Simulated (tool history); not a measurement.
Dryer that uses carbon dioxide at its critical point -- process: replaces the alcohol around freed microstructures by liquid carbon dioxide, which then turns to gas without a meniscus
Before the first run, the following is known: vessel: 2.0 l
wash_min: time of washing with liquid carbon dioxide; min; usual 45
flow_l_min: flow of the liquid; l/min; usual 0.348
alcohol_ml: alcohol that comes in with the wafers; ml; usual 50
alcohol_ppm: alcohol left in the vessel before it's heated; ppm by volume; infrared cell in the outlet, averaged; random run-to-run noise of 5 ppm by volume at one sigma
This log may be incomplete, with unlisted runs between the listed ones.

Run 1, day 0.000: usual settings. Result: alcohol_ppm 77 ppm by volume.
Run 2, day 0.275: usual settings but alcohol_ml 21 ml. Result: alcohol_ppm 38 ppm by volume.
Run 3, day 0.679: usual settings. Result: alcohol_ppm 85 ppm by volume.
Run 4, day 1.042: usual settings but flow_l_min 0.539 l/min. Result: alcohol_ppm 10 ppm by volume.
Run 5, day 1.292: usual settings but flow_l_min 0.420 l/min. Result: alcohol_ppm 31 ppm by volume.
Run 6, day 1.592: usual settings but flow_l_min 0.420 l/min. Result: alcohol_ppm 34 ppm by volume.
Run 7, day 1.904: usual settings but flow_l_min 0.420 l/min. Result: alcohol_ppm 31 ppm by volume.
Run 8, day 2.104: usual settings but wash_min 27 min, flow_l_min 0.347 l/min, alcohol_ml 33 ml. Result: alcohol_ppm 515 ppm by volume.
Run 9, day 2.367: usual settings but wash_min 35 min, flow_l_min 0.300 l/min, alcohol_ml 52 ml. Result: alcohol_ppm 541 ppm by volume.
Run 10, day 2.717: usual settings but wash_min 59 min, flow_l_min 0.391 l/min, alcohol_ml 43 ml. Result: alcohol_ppm 16 ppm by volume.
Run 11, day 2.938: usual settings but wash_min 59 min, flow_l_min 0.391 l/min, alcohol_ml 43 ml. Result: alcohol_ppm 23 ppm by volume.
At day 3.254: inlet filter changed.
Run 12, day 3.254: usual settings but wash_min 59 min, flow_l_min 0.391 l/min, alcohol_ml 43 ml. Result: alcohol_ppm 5 ppm by volume.

Below are 5 alternative next runs, each starting from the tool's condition after run 12. Predict each:
Run A, day 3.512: usual settings but wash_min 32 min, flow_l_min 0.266 l/min, alcohol_ml 89 ml. Result: alcohol_ppm ?.
Run B, day 3.512: usual settings but wash_min 33 min, alcohol_ml 42 ml. Result: alcohol_ppm ?.
Run C, day 3.512: usual settings but wash_min 29 min. Result: alcohol_ppm ?.
Run D, day 3.512: usual settings but wash_min 54 min, flow_l_min 0.547 l/min. Result: alcohol_ppm ?.
Run E, day 3.512: usual settings but wash_min 37 min, flow_l_min 0.376 l/min, alcohol_ml 29 ml. Result: alcohol_ppm ?.

run  alcohol_ppm
  A         1285
  B          183
  C          378
  D           12
  E           57
Take away the tool's hidden state, keep each run's random variation, and the runs would have read:
run  alcohol_ppm
  A         1274
  B          178
  C          372
  D            9
  E           53
